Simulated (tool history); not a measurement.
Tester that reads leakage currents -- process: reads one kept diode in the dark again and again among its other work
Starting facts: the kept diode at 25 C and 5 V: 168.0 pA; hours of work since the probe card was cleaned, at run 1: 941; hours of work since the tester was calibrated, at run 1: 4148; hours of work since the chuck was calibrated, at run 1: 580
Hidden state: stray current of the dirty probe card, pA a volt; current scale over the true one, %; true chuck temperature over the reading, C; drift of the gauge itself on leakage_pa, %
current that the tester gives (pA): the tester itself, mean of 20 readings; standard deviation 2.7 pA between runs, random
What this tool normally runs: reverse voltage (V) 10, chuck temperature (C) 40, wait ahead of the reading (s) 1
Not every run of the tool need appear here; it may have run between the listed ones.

run	day	reverse voltage (V)	chuck temperature (C)	wait ahead of the reading (s)	hours of work since the probe card was cleaned	hours of work since the tester was calibrated	hours of work since the chuck was calibrated	current that the tester gives (pA)
1	0	10	40	1	941	4148	580	956.89
2	6.45	10	40	1	1048	4255	687	970.24
3	12.542	14.6	40	1	1149	4356	788	1193.95
# day 17.358: tester calibrated
# day 17.442: chuck's temperature calibrated
4	19.317	14.6	40	1	1259	31	31	1352.66
5	25.679	14.6	40	1	1364	137	137	1369.27
6	31.183	14.6	40	1	1456	228	228	1396.88
7	35.104	10	42	0.42	1521	293	293	1380.05
# day 40.729: chuck's temperature calibrated, once more
8	40.85	10	42	0.42	1615	387	2	1050.93
9	46.9	2.9	21	1.71	1716	488	102	90.72
10	52.296	1.1	22	1.71	1805	577	192	63.73
11	56.358	1.5	49	3.38	1873	645	260	772.45

Consider 4 possible next runs. They are alternatives, not a sequence: every one starts from the tool as it was left by run 11. What does each give?
# day 56.996: probe card cleaned and baked
A	59.625	10	20	1	44	697	312	?
# day 56.996: probe card cleaned and baked
B	59.625	2.5	38	2.83	44	697	312	?
# day 56.996: probe card cleaned and baked
C	59.625	3.5	51	1.15	44	697	312	?
# day 56.996: probe card cleaned and baked
D	59.625	1.5	49	2.68	44	697	312	?

run	current that the tester gives (pA)
A	157.31
B	403.01
C	1375.25
D	776.72
Had the tool no hidden state, the same runs would have come out as:
run	current that the tester gives (pA)
A	148.61
B	383.41
C	1313.89
D	741.62

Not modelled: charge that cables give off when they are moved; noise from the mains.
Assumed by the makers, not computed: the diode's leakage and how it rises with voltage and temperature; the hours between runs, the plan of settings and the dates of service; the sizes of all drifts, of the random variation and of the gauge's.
